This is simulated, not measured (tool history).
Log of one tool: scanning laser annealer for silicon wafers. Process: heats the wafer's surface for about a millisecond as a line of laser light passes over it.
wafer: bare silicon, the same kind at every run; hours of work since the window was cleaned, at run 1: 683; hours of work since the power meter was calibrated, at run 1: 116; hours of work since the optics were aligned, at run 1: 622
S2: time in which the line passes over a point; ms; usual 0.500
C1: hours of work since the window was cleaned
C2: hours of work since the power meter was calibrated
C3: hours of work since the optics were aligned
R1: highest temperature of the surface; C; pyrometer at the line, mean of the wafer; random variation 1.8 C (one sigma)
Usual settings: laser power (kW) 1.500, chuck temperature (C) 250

Run 1, hour 0.0: usual settings; C1 683; C2 116; C3 622. Result: R1 1003 C.
Run 2, hour 13.2: usual settings but chuck temperature (C) 213; C1 688; C2 121; C3 628. Result: R1 967 C.
Run 3, hour 27.8: usual settings but chuck temperature (C) 251; C1 695; C2 128; C3 634. Result: R1 1004 C.
Run 4, hour 45.4: usual settings but chuck temperature (C) 251; C1 702; C2 135; C3 641. Result: R1 1003 C.
Run 5, hour 66.5: usual settings but chuck temperature (C) 251; C1 711; C2 144; C3 650. Result: R1 1001 C.
Run 6, hour 84.7: usual settings but chuck temperature (C) 251; C1 718; C2 151; C3 657. Result: R1 1000 C.
At hour 88.0: window over the wafer cleaned.
Run 7, hour 106.1: usual settings but laser power (kW) 1.430, S2 0.519 ms, chuck temperature (C) 268; C1 8; C2 159; C3 666. Result: R1 966 C.
Run 8, hour 118.9: usual settings but laser power (kW) 1.436, S2 0.590 ms, chuck temperature (C) 286; C1 13; C2 164; C3 671. Result: R1 1031 C.
Run 9, hour 136.7: usual settings but laser power (kW) 1.550, S2 0.467 ms, chuck temperature (C) 279; C1 20; C2 172; C3 678. Result: R1 1004 C.
At hour 140.0: window over the wafer cleaned, once more.
Run 10, hour 152.2: usual settings but S2 0.422 ms, chuck temperature (C) 246; C1 5; C2 177; C3 684. Result: R1 976 C.
Run 11, hour 163.9: usual settings but laser power (kW) 1.491, S2 0.484 ms, chuck temperature (C) 257; C1 10; C2 182; C3 689. Result: R1 1036 C.
Run 12, hour 181.5: usual settings but S2 0.479 ms, chuck temperature (C) 261; C1 17; C2 190; C3 696. Result: R1 1040 C.

Hidden state or all else? Some run-to-run changes of R1, split into what the settings, what came in and random variation would give without the hidden state, and what is left for the hidden state (with any gauge scatter that isn't in both results):
The hidden state here: light that passes the window, % of a clean one's; laser's true power over the reading, %; width of the line over the set one, %; drift of the gauge itself on peak_c, C.
Run 7 -> 8: laser power (kW) 1.430 -> 1.436, S2 0.519 -> 0.590, chuck temperature (C) 268 -> 286. R1 +65 C: hidden state -6, all else +71.
Run 9 -> 10: laser power (kW) 1.550 -> 1.500, S2 0.467 -> 0.422, chuck temperature (C) 279 -> 246, window over the wafer cleaned, once more. R1 -28 C: hidden state +77, all else -105.
